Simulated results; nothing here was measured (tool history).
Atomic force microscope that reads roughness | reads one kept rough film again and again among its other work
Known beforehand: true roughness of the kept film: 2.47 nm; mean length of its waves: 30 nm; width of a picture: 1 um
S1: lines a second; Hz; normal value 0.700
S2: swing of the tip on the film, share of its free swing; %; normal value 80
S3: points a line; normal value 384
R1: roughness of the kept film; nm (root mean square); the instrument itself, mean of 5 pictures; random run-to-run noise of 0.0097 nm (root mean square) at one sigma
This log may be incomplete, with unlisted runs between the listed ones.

Run 1, hour 0.0: usual settings. Result: R1 2.247 nm (root mean square).
Run 2, hour 7.8: usual settings but S2 76 %. Result: R1 2.215 nm (root mean square).
Run 3, hour 24.1: usual settings but S2 87 %. Result: R1 2.144 nm (root mean square).
Run 4, hour 36.1: usual settings but S2 87 %. Result: R1 2.123 nm (root mean square).
Run 5, hour 49.6: usual settings but S2 87 %. Result: R1 2.104 nm (root mean square).
Run 6, hour 62.6: usual settings but S2 87 %, S3 361. Result: R1 2.057 nm (root mean square).
Run 7, hour 73.6: usual settings but S2 87 %, S3 361. Result: R1 2.033 nm (root mean square).
Run 8, hour 89.2: usual settings but S2 87 %, S3 361. Result: R1 1.986 nm (root mean square).
Run 9, hour 101.2: usual settings. Result: R1 1.974 nm (root mean square).
Run 10, hour 114.1: usual settings. Result: R1 1.960 nm (root mean square).
Run 11, hour 122.1: usual settings but S1 1.606 Hz. Result: R1 1.886 nm (root mean square).
Run 12, hour 138.5: usual settings but S1 2.256 Hz, S2 63 %, S3 483. Result: R1 1.909 nm (root mean square).
Run 13, hour 153.1: usual settings but S2 73 %, S3 862. Result: R1 1.899 nm (root mean square).
Run 14, hour 160.8: usual settings but S1 2.770 Hz. Result: R1 1.736 nm (root mean square).
At hour 176.4: new tip fitted.
Run 15, hour 176.8: usual settings but S1 3.449 Hz, S2 74 %, S3 885. Result: R1 2.118 nm (root mean square).
Run 16, hour 188.2: usual settings but S1 2.307 Hz, S2 60 %, S3 698. Result: R1 2.186 nm (root mean square).
Run 17, hour 202.2: usual settings but S1 2.307 Hz, S2 60 %, S3 698. Result: R1 2.169 nm (root mean square).
Run 18, hour 211.1: usual settings but S1 1.532 Hz, S2 60 %, S3 711. Result: R1 2.158 nm (root mean square).

Branching from run 18: 4 alternative next runs. What would each branch give?
Run A, hour 221.1: usual settings but S1 2.216 Hz. Result: R1 ?.
Run B, hour 221.1: usual settings but S1 1.818 Hz, S2 60 %, S3 711. Result: R1 ?.
Run C, hour 221.1: usual settings but S1 0.817 Hz, S2 74 %, S3 297. Result: R1 ?.
Run D, hour 221.1: usual settings but S1 1.532 Hz, S2 66 %, S3 451. Result: R1 ?.

run     R1
  A  2.001
  B  2.126
  C  2.108
  D  2.118
Without the tool's hidden state the same runs would have given:
run     R1
  A  2.103
  B  2.233
  C  2.215
  D  2.225
